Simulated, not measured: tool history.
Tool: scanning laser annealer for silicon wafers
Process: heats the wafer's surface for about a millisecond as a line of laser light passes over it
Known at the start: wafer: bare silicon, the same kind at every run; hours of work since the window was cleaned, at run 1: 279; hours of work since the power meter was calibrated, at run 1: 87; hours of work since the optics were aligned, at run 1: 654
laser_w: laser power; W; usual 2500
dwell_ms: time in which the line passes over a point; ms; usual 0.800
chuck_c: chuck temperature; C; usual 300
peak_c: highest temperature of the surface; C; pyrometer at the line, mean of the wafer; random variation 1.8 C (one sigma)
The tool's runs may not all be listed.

run   hour  laser_w  dwell_ms  chuck_c  hours of work since the window was cleaned  hours of work since the power meter was calibrated  hours of work since the optics were aligned  peak_c
  1    0.0     2500     0.800      300                                         279                                                  87                                          654    1012
  2    5.1     2500     0.800      300                                         283                                                  90                                          657    1009
  3   12.4     2605     0.800      300                                         288                                                  96                                          663    1045
  4   22.1     2605     0.800      300                                         295                                                 103                                          670    1045
  5   27.6     2605     0.800      300                                         299                                                 107                                          674    1045
  6   32.2     2605     0.800      300                                         303                                                 110                                          677    1049
  7   40.4     2500     0.800      300                                         309                                                 116                                          683    1014
  8   49.0     2500     0.800      315                                         315                                                 122                                          689    1026
  9   54.0     2500     0.800      315                                         319                                                 126                                          693    1030
      59.6  -- optics aligned, line set to its width
 10   64.6     2500     0.800      300                                         323                                                 130                                            4    1011
 11   71.4     2500     0.800      300                                         328                                                 135                                            9    1009
 12   76.1     2500     0.638      300                                         331                                                 138                                           12     928
      84.5  -- optics aligned, line set to its width, once more
 13   89.2     2709     0.914      267                                         337                                                 144                                            3    1106
 14   99.6     2163     0.882      300                                         344                                                 152                                           11     953
 15  106.5     2334     0.997      275                                         349                                                 157                                           16    1028
 16  114.7     2230     0.741      275                                         355                                                 163                                           22     894
 17  125.6     2230     0.741      275                                         363                                                 171                                           30     897
 18  133.1     2179     0.800      300                                         369                                                 176                                           35     926
 19  144.0     2500     0.582      323                                         377                                                 184                                           43     934
 20  148.8     2746     0.875      300                                         380                                                 188                                           47    1132
 21  155.9     2746     0.684      300                                         385                                                 193                                           52    1030

Forecast each of these 4 alternatives for the next run:
  A  164.3     2487     0.698      306                                         391                                                 199                                           58       ?
  B  164.3     2189     0.806      327                                         391                                                 199                                           58       ?
  C  164.3     2457     0.892      287                                         391                                                 199                                           58       ?
  D  164.3     2500     0.800      331                                         391                                                 199                                           58       ?

run  peak_c
  A     975
  B     959
  C    1033
  D    1051
Without the tool's hidden state the same runs would have given:
run  peak_c
  A     994
  B     976
  C    1053
  D    1071

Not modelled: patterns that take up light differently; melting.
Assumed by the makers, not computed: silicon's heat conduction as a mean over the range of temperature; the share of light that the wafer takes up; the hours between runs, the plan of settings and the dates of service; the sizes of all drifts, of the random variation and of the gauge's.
